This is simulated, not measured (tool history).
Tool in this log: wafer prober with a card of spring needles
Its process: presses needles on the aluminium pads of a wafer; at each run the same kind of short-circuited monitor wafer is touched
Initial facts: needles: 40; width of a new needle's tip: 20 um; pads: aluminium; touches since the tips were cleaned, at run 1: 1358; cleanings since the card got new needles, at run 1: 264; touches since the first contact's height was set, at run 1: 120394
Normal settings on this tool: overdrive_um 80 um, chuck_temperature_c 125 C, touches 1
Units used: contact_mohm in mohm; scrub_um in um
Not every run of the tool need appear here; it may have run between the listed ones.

run	hour	overdrive_um	chuck_temperature_c	touches	touches since the tips were cleaned	cleanings since the card got new needles	touches since the first contact's height was set	contact_mohm	scrub_um
1	0.0	80	125	1	1358	264	120394	293	10.69
# hour 4.6: tips cleaned on abrasive film
# hour 12.2: tips cleaned on abrasive film
# hour 19.8: tips cleaned on abrasive film
2	25.7	80	125	1	3364	267	134811	286	10.67
# hour 27.3: tips cleaned on abrasive film
# hour 33.4: tips cleaned on abrasive film
# hour 41.0: tips cleaned on abrasive film
# hour 48.6: tips cleaned on abrasive film
3	51.4	80	125	1	1559	271	149123	291	10.71
# hour 56.0: tips cleaned on abrasive film
# hour 63.6: tips cleaned on abrasive film
# hour 71.2: tips cleaned on abrasive film
# hour 74.5: height of the first contact set anew
# hour 77.6: tips cleaned on abrasive film
4	83.1	80	125	1	3115	275	4816	292	10.74
# hour 84.7: tips cleaned on abrasive film
# hour 92.3: tips cleaned on abrasive film
# hour 99.9: tips cleaned on abrasive film
# hour 107.5: tips cleaned on abrasive film
5	108.6	80	125	1	664	279	19083	287	10.73
# hour 114.7: tips cleaned on abrasive film
# hour 120.8: tips cleaned on abrasive film
# hour 128.4: tips cleaned on abrasive film
# hour 136.0: tips cleaned on abrasive film
# hour 143.6: tips cleaned on abrasive film
# hour 151.0: tips cleaned on abrasive film
6	151.0	80	125	1	0	285	42785	290	10.68
# hour 158.6: tips cleaned on abrasive film
# hour 166.2: tips cleaned on abrasive film
# hour 173.8: tips cleaned on abrasive film
7	176.6	80	125	1	1573	288	57112	289	10.71
# hour 181.2: tips cleaned on abrasive film
# hour 187.3: tips cleaned on abrasive film
# hour 194.9: tips cleaned on abrasive film
# hour 202.5: tips cleaned on abrasive film
# hour 210.1: tips cleaned on abrasive film
8	212.0	80	125	1	1050	293	76868	287	10.72
# hour 216.6: tips cleaned on abrasive film
# hour 224.2: tips cleaned on abrasive film
# hour 231.8: tips cleaned on abrasive film
9	236.5	80	125	1	2676	296	90597	291	10.72
# hour 238.1: tips cleaned on abrasive film
# hour 245.7: tips cleaned on abrasive film
# hour 253.3: tips cleaned on abrasive film
# hour 260.9: tips cleaned on abrasive film
10	265.0	80	125	1	2336	300	106536	286	10.71
# hour 268.1: tips cleaned on abrasive film
# hour 275.7: tips cleaned on abrasive film
# hour 283.3: tips cleaned on abrasive film
11	286.8	80	125	2	2012	303	118751	291	10.67
# hour 289.9: tips cleaned on abrasive film
# hour 297.5: tips cleaned on abrasive film
# hour 305.1: tips cleaned on abrasive film
# hour 312.7: tips cleaned on abrasive film
# hour 320.3: tips cleaned on abrasive film
12	322.4	80	125	2	1154	308	138612	288	10.73
# hour 327.0: tips cleaned on abrasive film
# hour 334.6: tips cleaned on abrasive film
# hour 342.2: tips cleaned on abrasive film
# hour 349.8: tips cleaned on abrasive film
# hour 357.4: tips cleaned on abrasive film
# hour 363.5: tips cleaned on abrasive film
# hour 365.3: height of the first contact set anew
# hour 371.2: tips cleaned on abrasive film
13	371.2	65	55	2	0	315	3294	270	8.68
# hour 378.8: tips cleaned on abrasive film
# hour 386.4: tips cleaned on abrasive film
# hour 394.0: tips cleaned on abrasive film
# hour 401.6: tips cleaned on abrasive film
# hour 409.2: tips cleaned on abrasive film
14	411.6	79	125	1	1368	320	25918	289	10.58
# hour 416.2: tips cleaned on abrasive film
# hour 423.8: tips cleaned on abrasive film
# hour 431.4: tips cleaned on abrasive film
15	434.8	80	86	1	1958	323	38929	277	10.74
# hour 437.9: tips cleaned on abrasive film
# hour 445.5: tips cleaned on abrasive film
# hour 453.1: tips cleaned on abrasive film
# hour 460.7: tips cleaned on abrasive film
# hour 468.3: tips cleaned on abrasive film
# hour 475.4: tips cleaned on abrasive film
16	475.4	80	86	1	0	329	61574	271	10.74
# hour 481.5: tips cleaned on abrasive film
# hour 489.1: tips cleaned on abrasive film
# hour 496.7: tips cleaned on abrasive film
# hour 504.3: tips cleaned on abrasive film
17	505.8	80	67	1	864	333	78594	272	10.71
# hour 511.8: tips cleaned on abrasive film
# hour 519.4: tips cleaned on abrasive film
# hour 527.0: tips cleaned on abrasive film
# hour 534.6: tips cleaned on abrasive film
18	534.6	68	33	3	0	337	94718	268	9.12
# hour 540.7: tips cleaned on abrasive film
# hour 548.3: tips cleaned on abrasive film
# hour 555.9: tips cleaned on abrasive film
# hour 563.5: tips cleaned on abrasive film
# hour 571.1: tips cleaned on abrasive film
# hour 577.4: tips cleaned on abrasive film
19	577.4	68	33	3	0	343	118644	265	9.07
# hour 585.0: tips cleaned on abrasive film
# hour 592.6: tips cleaned on abrasive film
# hour 600.2: tips cleaned on abrasive film
# hour 607.8: tips cleaned on abrasive film
# hour 614.2: tips cleaned on abrasive film
20	614.2	72	66	2	0	348	139209	275	9.71
# hour 621.8: tips cleaned on abrasive film
# hour 629.4: tips cleaned on abrasive film
21	634.6	72	66	2	2924	350	150633	275	9.61
# hour 636.2: tips cleaned on abrasive film
# hour 643.8: tips cleaned on abrasive film
# hour 651.4: tips cleaned on abrasive film
# hour 656.2: height of the first contact set anew
# hour 659.3: tips cleaned on abrasive film
# hour 666.9: tips cleaned on abrasive film
# hour 674.4: tips cleaned on abrasive film
22	674.4	82	47	2	0	356	10169	264	10.94
# hour 682.0: tips cleaned on abrasive film
# hour 689.6: tips cleaned on abrasive film
# hour 697.2: tips cleaned on abrasive film
# hour 703.6: tips cleaned on abrasive film
23	703.6	82	47	2	0	360	26527	267	10.96
# hour 711.2: tips cleaned on abrasive film
# hour 717.3: tips cleaned on abrasive film
# hour 724.9: tips cleaned on abrasive film
# hour 731.0: tips cleaned on abrasive film
24	733.4	76	42	1	1362	364	43193	266	10.21

Each row is a separate what-if for the run after 24, all from the same tool condition, not one after another. Results?
# hour 738.0: tips cleaned on abrasive film
# hour 745.6: tips cleaned on abrasive film
# hour 753.2: tips cleaned on abrasive film
# hour 760.8: tips cleaned on abrasive film
# hour 766.9: tips cleaned on abrasive film
# hour 774.5: tips cleaned on abrasive film
A	777.1	92	40	2	1436	370	67587	?	?
# hour 738.0: tips cleaned on abrasive film
# hour 745.6: tips cleaned on abrasive film
# hour 753.2: tips cleaned on abrasive film
# hour 760.8: tips cleaned on abrasive film
# hour 766.9: tips cleaned on abrasive film
# hour 774.5: tips cleaned on abrasive film
B	777.1	82	125	1	1436	370	67587	?	?
# hour 738.0: tips cleaned on abrasive film
# hour 745.6: tips cleaned on abrasive film
# hour 753.2: tips cleaned on abrasive film
# hour 760.8: tips cleaned on abrasive film
# hour 766.9: tips cleaned on abrasive film
# hour 774.5: tips cleaned on abrasive film
C	777.1	76	39	3	1436	370	67587	?	?
# hour 738.0: tips cleaned on abrasive film
# hour 745.6: tips cleaned on abrasive film
# hour 753.2: tips cleaned on abrasive film
# hour 760.8: tips cleaned on abrasive film
# hour 766.9: tips cleaned on abrasive film
# hour 774.5: tips cleaned on abrasive film
D	777.1	80	125	2	1436	370	67587	?	?

run	contact_mohm	scrub_um
A	265	12.31
B	290	11.04
C	265	10.16
D	292	10.78
With the hidden condition removed and each run's random variation left untouched, the same runs would have given:
run	contact_mohm	scrub_um
A	265	12.31
B	290	11.04
C	265	10.16
D	292	10.78
